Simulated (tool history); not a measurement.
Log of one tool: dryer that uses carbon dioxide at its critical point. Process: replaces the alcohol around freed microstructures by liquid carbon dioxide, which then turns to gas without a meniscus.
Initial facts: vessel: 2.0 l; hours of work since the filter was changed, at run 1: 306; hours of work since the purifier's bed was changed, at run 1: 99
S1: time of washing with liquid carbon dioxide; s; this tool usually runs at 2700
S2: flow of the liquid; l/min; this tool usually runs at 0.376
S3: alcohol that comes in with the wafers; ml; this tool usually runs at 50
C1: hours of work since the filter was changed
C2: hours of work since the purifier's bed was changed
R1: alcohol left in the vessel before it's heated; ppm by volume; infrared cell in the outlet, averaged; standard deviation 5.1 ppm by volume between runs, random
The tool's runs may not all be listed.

{"run": 1, "hour": 0.0, "S1": 2700, "S2": 0.376, "S3": 50, "C1": 306, "C2": 99, "R1": 91}
{"run": 2, "hour": 6.9, "S1": 2700, "S2": 0.376, "S3": 50, "C1": 309, "C2": 102, "R1": 85}
{"run": 3, "hour": 13.7, "S1": 2700, "S2": 0.376, "S3": 50, "C1": 312, "C2": 105, "R1": 93}
{"run": 4, "hour": 25.2, "S1": 2700, "S2": 0.505, "S3": 50, "C1": 318, "C2": 110, "R1": 28}
{"run": 5, "hour": 35.8, "S1": 3120, "S2": 0.376, "S3": 50, "C1": 322, "C2": 114, "R1": 45}
{"run": 6, "hour": 43.8, "S1": 2700, "S2": 0.245, "S3": 50, "C1": 326, "C2": 118, "R1": 581}
{"run": 7, "hour": 49.7, "S1": 2700, "S2": 0.376, "S3": 50, "C1": 328, "C2": 121, "R1": 87}
{"run": 8, "hour": 58.4, "S1": 2700, "S2": 0.376, "S3": 50, "C1": 332, "C2": 124, "R1": 95}
{"run": 9, "hour": 69.2, "S1": 2700, "S2": 0.376, "S3": 50, "C1": 337, "C2": 129, "R1": 87}
{"run": 10, "hour": 80.4, "S1": 2760, "S2": 0.321, "S3": 20, "C1": 342, "C2": 134, "R1": 80}
{"run": 11, "hour": 90.8, "S1": 2760, "S2": 0.321, "S3": 20, "C1": 346, "C2": 139, "R1": 83}
{"run": 12, "hour": 101.6, "S1": 2460, "S2": 0.452, "S3": 20, "C1": 351, "C2": 143, "R1": 43}
{"run": 13, "hour": 110.8, "S1": 1860, "S2": 0.509, "S3": 53, "C1": 355, "C2": 148, "R1": 133}
{"run": 14, "hour": 121.4, "S1": 2700, "S2": 0.422, "S3": 24, "C1": 360, "C2": 152, "R1": 34}
{"run": 15, "hour": 132.6, "S1": 3540, "S2": 0.376, "S3": 26, "C1": 365, "C2": 157, "R1": 27}
{"run": 16, "hour": 141.3, "S1": 1980, "S2": 0.376, "S3": 50, "C1": 369, "C2": 161, "R1": 388}
{"run": 17, "hour": 149.6, "S1": 1980, "S2": 0.376, "S3": 43, "C1": 372, "C2": 165, "R1": 321}

Here are 4 independent what-if runs from the current tool condition. What would each one return?
{"run": "A", "hour": 160.9, "S1": 1860, "S2": 0.376, "S3": 41, "C1": 377, "C2": 170, "R1": "?"}
{"run": "B", "hour": 160.9, "S1": 1980, "S2": 0.231, "S3": 31, "C1": 377, "C2": 170, "R1": "?"}
{"run": "C", "hour": 160.9, "S1": 3000, "S2": 0.549, "S3": 23, "C1": 377, "C2": 170, "R1": "?"}
{"run": "D", "hour": 160.9, "S1": 2220, "S2": 0.376, "S3": 43, "C1": 377, "C2": 170, "R1": "?"}

run=A R1=411
run=B R1=1159
run=C R1=21
run=D R1=214
Take away the tool's hidden state, keep each run's random variation, and the runs would have read:
run=A R1=325
run=B R1=1002
run=C R1=6
run=D R1=160
